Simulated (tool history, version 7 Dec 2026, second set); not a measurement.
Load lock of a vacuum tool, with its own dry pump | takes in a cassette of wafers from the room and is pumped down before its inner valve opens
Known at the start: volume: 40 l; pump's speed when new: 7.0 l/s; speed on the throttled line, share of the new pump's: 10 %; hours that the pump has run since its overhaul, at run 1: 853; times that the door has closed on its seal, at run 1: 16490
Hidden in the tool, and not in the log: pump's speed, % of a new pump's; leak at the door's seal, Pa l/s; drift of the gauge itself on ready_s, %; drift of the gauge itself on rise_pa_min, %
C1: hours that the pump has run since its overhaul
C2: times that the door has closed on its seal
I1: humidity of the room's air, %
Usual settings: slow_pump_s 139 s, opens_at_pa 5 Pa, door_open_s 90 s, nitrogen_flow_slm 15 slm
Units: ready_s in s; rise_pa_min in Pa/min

run 1 hour=0 | slow_pump_s=139 opens_at_pa=5 door_open_s=90 nitrogen_flow_slm=15 | C1=853 C2=16490 | I1=43.6 | ready_s=183.2 rise_pa_min=0.111
run 2 hour=375.2 | slow_pump_s=139 opens_at_pa=5 door_open_s=90 nitrogen_flow_slm=15 | C1=1229 C2=18269 | I1=42.4 | ready_s=183.7 rise_pa_min=0.118
run 3 hour=587.6 | slow_pump_s=139 opens_at_pa=5 door_open_s=90 nitrogen_flow_slm=15 | C1=1441 C2=19277 | I1=44.6 | ready_s=182.6 rise_pa_min=0.121
run 4 hour=869.3 | slow_pump_s=139 opens_at_pa=5 door_open_s=90 nitrogen_flow_slm=15 | C1=1723 C2=20612 | I1=47.5 | ready_s=183.3 rise_pa_min=0.124
run 5 hour=1263.9 | slow_pump_s=139 opens_at_pa=5 door_open_s=90 nitrogen_flow_slm=10 | C1=2117 C2=22483 | I1=45.1 | ready_s=183.5 rise_pa_min=0.142
run 6 hour=1739.9 | slow_pump_s=139 opens_at_pa=5 door_open_s=90 nitrogen_flow_slm=10 | C1=2593 C2=24740 | I1=45.7 | ready_s=182.4 rise_pa_min=0.148
run 7 hour=2054.8 | slow_pump_s=139 opens_at_pa=5 door_open_s=68 nitrogen_flow_slm=15 | C1=2908 C2=26234 | I1=44.5 | ready_s=183.6 rise_pa_min=0.124
run 8 hour=2302.7 | slow_pump_s=139 opens_at_pa=5 door_open_s=68 nitrogen_flow_slm=15 | C1=3156 C2=27409 | I1=45.4 | ready_s=184.1 rise_pa_min=0.127
run 9 hour=2611.3 | slow_pump_s=139 opens_at_pa=5 door_open_s=68 nitrogen_flow_slm=15 | C1=3465 C2=28872 | I1=46.4 | ready_s=184.5 rise_pa_min=0.134
run 10 hour=2912.6 | slow_pump_s=139 opens_at_pa=5 door_open_s=68 nitrogen_flow_slm=15 | C1=3766 C2=30301 | I1=46.9 | ready_s=185.3 rise_pa_min=0.146
run 11 hour=3209.3 | slow_pump_s=139 opens_at_pa=5 door_open_s=68 nitrogen_flow_slm=15 | C1=4063 C2=31708 | I1=44.7 | ready_s=185.3 rise_pa_min=0.146
run 12 hour=3565.1 | slow_pump_s=139 opens_at_pa=5 door_open_s=90 nitrogen_flow_slm=15 | C1=4418 C2=33395 | I1=44.4 | ready_s=184.6 rise_pa_min=0.171
run 13 hour=3949.7 | slow_pump_s=139 opens_at_pa=5 door_open_s=90 nitrogen_flow_slm=15 | C1=4803 C2=35219 | I1=42.5 | ready_s=184.2 rise_pa_min=0.171
run 14 hour=4298.2 | slow_pump_s=139 opens_at_pa=5 door_open_s=90 nitrogen_flow_slm=15 | C1=5152 C2=36872 | I1=42.5 | ready_s=184 rise_pa_min=0.176
run 15 hour=4631.6 | slow_pump_s=139 opens_at_pa=5 door_open_s=90 nitrogen_flow_slm=15 | C1=5485 C2=38453 | I1=45.6 | ready_s=184.9 rise_pa_min=0.196
run 16 hour=4892.3 | slow_pump_s=139 opens_at_pa=7 door_open_s=90 nitrogen_flow_slm=15 | C1=5746 C2=39689 | I1=45.4 | ready_s=183.1 rise_pa_min=0.199
run 17 hour=5089.5 | slow_pump_s=139 opens_at_pa=7 door_open_s=90 nitrogen_flow_slm=15 | C1=5943 C2=40624 | I1=44.3 | ready_s=183.9 rise_pa_min=0.193
run 18 hour=5296 | slow_pump_s=139 opens_at_pa=7 door_open_s=90 nitrogen_flow_slm=15 | C1=6149 C2=41603 | I1=48.3 | ready_s=183.8 rise_pa_min=0.219
run 19 hour=5752.6 | slow_pump_s=139 opens_at_pa=7 door_open_s=44 nitrogen_flow_slm=40 | C1=6606 C2=43768 | I1=44.9 | ready_s=183.9 rise_pa_min=0.164
run 20 hour=6237 | slow_pump_s=139 opens_at_pa=7 door_open_s=44 nitrogen_flow_slm=40 | C1=7090 C2=46065 | I1=49.9 | ready_s=184.5 rise_pa_min=0.178
run 21 hour=6449.4 | slow_pump_s=139 opens_at_pa=5 door_open_s=90 nitrogen_flow_slm=35 | C1=7303 C2=47073 | I1=44.5 | ready_s=186.3 rise_pa_min=0.216
run 22 hour=6726.2 | slow_pump_s=139 opens_at_pa=6 door_open_s=48 nitrogen_flow_slm=15 | C1=7580 C2=48385 | I1=45.8 | ready_s=186.3 rise_pa_min=0.212
run 23 hour=7123.2 | slow_pump_s=139 opens_at_pa=6 door_open_s=48 nitrogen_flow_slm=15 | C1=7977 C2=50268 | I1=45.6 | ready_s=185.4 rise_pa_min=0.231
run 24 hour=7468.5 | slow_pump_s=165 opens_at_pa=5 door_open_s=97 nitrogen_flow_slm=12 | C1=8322 C2=51905 | I1=46.6 | ready_s=210.1 rise_pa_min=0.271
run 25 hour=7756.3 | slow_pump_s=101 opens_at_pa=7 door_open_s=90 nitrogen_flow_slm=15 | C1=8610 C2=53270 | I1=44.9 | ready_s=151.1 rise_pa_min=0.269
run 26 hour=8177.4 | slow_pump_s=89 opens_at_pa=7 door_open_s=90 nitrogen_flow_slm=15 | C1=9031 C2=55267 | I1=47.7 | ready_s=141.4 rise_pa_min=0.287
run 27 hour=8605.5 | slow_pump_s=89 opens_at_pa=7 door_open_s=90 nitrogen_flow_slm=11 | C1=9459 C2=57297 | I1=41.7 | ready_s=140.8 rise_pa_min=0.29
run 28 hour=8873.8 | slow_pump_s=139 opens_at_pa=5 door_open_s=90 nitrogen_flow_slm=33 | C1=9727 C2=58569 | I1=46.5 | ready_s=188.1 rise_pa_min=0.28
run 29 hour=9327.8 | slow_pump_s=72 opens_at_pa=6 door_open_s=38 nitrogen_flow_slm=33 | C1=10181 C2=60722 | I1=44.5 | ready_s=127.2 rise_pa_min=0.258
run 30 hour=9743.3 | slow_pump_s=212 opens_at_pa=5 door_open_s=98 nitrogen_flow_slm=15 | C1=10597 C2=62692 | I1=43.4 | ready_s=252.4 rise_pa_min=0.33
run 31 hour=10084.9 | slow_pump_s=212 opens_at_pa=5 door_open_s=98 nitrogen_flow_slm=15 | C1=10938 C2=64312 | I1=45.6 | ready_s=253.9 rise_pa_min=0.339
run 32 hour=10481.2 | slow_pump_s=212 opens_at_pa=5 door_open_s=98 nitrogen_flow_slm=15 | C1=11335 C2=66191 | I1=40.2 | ready_s=254 rise_pa_min=0.35
run 33 hour=10921.8 | slow_pump_s=101 opens_at_pa=9 door_open_s=98 nitrogen_flow_slm=15 | C1=11775 C2=68281 | I1=44.2 | ready_s=151.4 rise_pa_min=0.376
run 34 hour=11295.3 | slow_pump_s=80 opens_at_pa=9 door_open_s=101 nitrogen_flow_slm=45 | C1=12149 C2=70052 | I1=45.6 | ready_s=132.9 rise_pa_min=0.355
run 35 hour=11520.8 | slow_pump_s=80 opens_at_pa=9 door_open_s=101 nitrogen_flow_slm=16 | C1=12374 C2=71121 | I1=41.4 | ready_s=132.7 rise_pa_min=0.387
run 36 hour=11726.9 | slow_pump_s=80 opens_at_pa=9 door_open_s=101 nitrogen_flow_slm=16 | C1=12580 C2=72098 | I1=43.6 | ready_s=133.7 rise_pa_min=0.401

Some steps in ready_s between neighbouring runs. How much of each would the tool show without its hidden state too (settings, what came in, random variation), and how much is left for the hidden state, with any gauge scatter that isn't in both results?
Run 28 -> 29: slow_pump_s 139 -> 72, opens_at_pa 5 -> 6, door_open_s 90 -> 38. ready_s -60.9 s: hidden state +1, all else -61.9.
Run 29 -> 30: slow_pump_s 72 -> 212, opens_at_pa 6 -> 5, door_open_s 38 -> 98, nitrogen_flow_slm 33 -> 15. ready_s +125.2 s: hidden state -1.4, all else +126.6.
Run 32 -> 33: slow_pump_s 212 -> 101, opens_at_pa 5 -> 9. ready_s -102.6 s: hidden state +1.2, all else -103.8.
